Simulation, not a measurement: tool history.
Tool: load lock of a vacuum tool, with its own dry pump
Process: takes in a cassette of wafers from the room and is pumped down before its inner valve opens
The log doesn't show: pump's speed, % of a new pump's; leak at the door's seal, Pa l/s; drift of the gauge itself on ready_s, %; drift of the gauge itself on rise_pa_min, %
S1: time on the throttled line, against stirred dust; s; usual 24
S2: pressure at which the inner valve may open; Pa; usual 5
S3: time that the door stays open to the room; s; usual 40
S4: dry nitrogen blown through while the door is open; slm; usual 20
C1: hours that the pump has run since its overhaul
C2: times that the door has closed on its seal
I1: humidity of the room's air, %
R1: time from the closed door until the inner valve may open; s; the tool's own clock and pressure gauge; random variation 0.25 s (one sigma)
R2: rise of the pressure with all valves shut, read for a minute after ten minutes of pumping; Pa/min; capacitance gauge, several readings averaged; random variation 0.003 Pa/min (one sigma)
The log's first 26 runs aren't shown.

run 27 hour=6340.4 | S1=14 S2=5 S3=75 S4=13 | C1=4041 C2=5789 | I1=43.6 | R1=26.9 R2=0.08
run 28 hour=6503.8 | S1=20 S2=6 S3=187 S4=7 | C1=4204 C2=6200 | I1=45.5 | R1=32.1 R2=0.149
run 29 hour=6718.7 | S1=20 S2=10 S3=187 S4=7 | C1=4419 C2=6740 | I1=46.9 | R1=31.4 R2=0.148
run 30 hour=7080.4 | S1=23 S2=9 S3=40 S4=20 | C1=4781 C2=7650 | I1=47.4 | R1=34.6 R2=0.057
run 31 hour=7315.3 | S1=24 S2=4 S3=49 S4=20 | C1=5016 C2=8241 | I1=46 | R1=36.9 R2=0.063
run 32 hour=7491.7 | S1=24 S2=4 S3=49 S4=20 | C1=5192 C2=8685 | I1=45.2 | R1=36.5 R2=0.054
run 33 hour=7794.9 | S1=24 S2=5 S3=53 S4=5 | C1=5495 C2=9448 | I1=42.9 | R1=36.5 R2=0.073
run 34 hour=8076.8 | S1=24 S2=5 S3=53 S4=5 | C1=5777 C2=10158 | I1=44.2 | R1=36.2 R2=0.079
run 35 hour=8318.2 | S1=24 S2=5 S3=53 S4=31 | C1=6019 C2=10765 | I1=43.4 | R1=36.6 R2=0.055
run 36 hour=8550.4 | S1=24 S2=5 S3=53 S4=31 | C1=6251 C2=11349 | I1=45 | R1=36.1 R2=0.052
run 37 hour=8823.3 | S1=23 S2=7 S3=40 S4=20 | C1=6524 C2=12036 | I1=46.7 | R1=34.8 R2=0.062

Forecast each of these 3 alternatives for the next run:
run A hour=9020.8 | S1=24 S2=5 S3=40 S4=20 | C1=6721 C2=12533 | I1=46.1 | R1=? R2=?
run B hour=9020.8 | S1=23 S2=7 S3=40 S4=5 | C1=6721 C2=12533 | I1=46.2 | R1=? R2=?
run C hour=9020.8 | S1=24 S2=8 S3=81 S4=20 | C1=6721 C2=12533 | I1=43.9 | R1=? R2=?

run=A R1=36.3 R2=0.053
run=B R1=35 R2=0.067
run=C R1=35.2 R2=0.073
Without the tool's hidden state the same runs would have given:
run=A R1=36.3 R2=0.052
run=B R1=35 R2=0.067
run=C R1=35.2 R2=0.072

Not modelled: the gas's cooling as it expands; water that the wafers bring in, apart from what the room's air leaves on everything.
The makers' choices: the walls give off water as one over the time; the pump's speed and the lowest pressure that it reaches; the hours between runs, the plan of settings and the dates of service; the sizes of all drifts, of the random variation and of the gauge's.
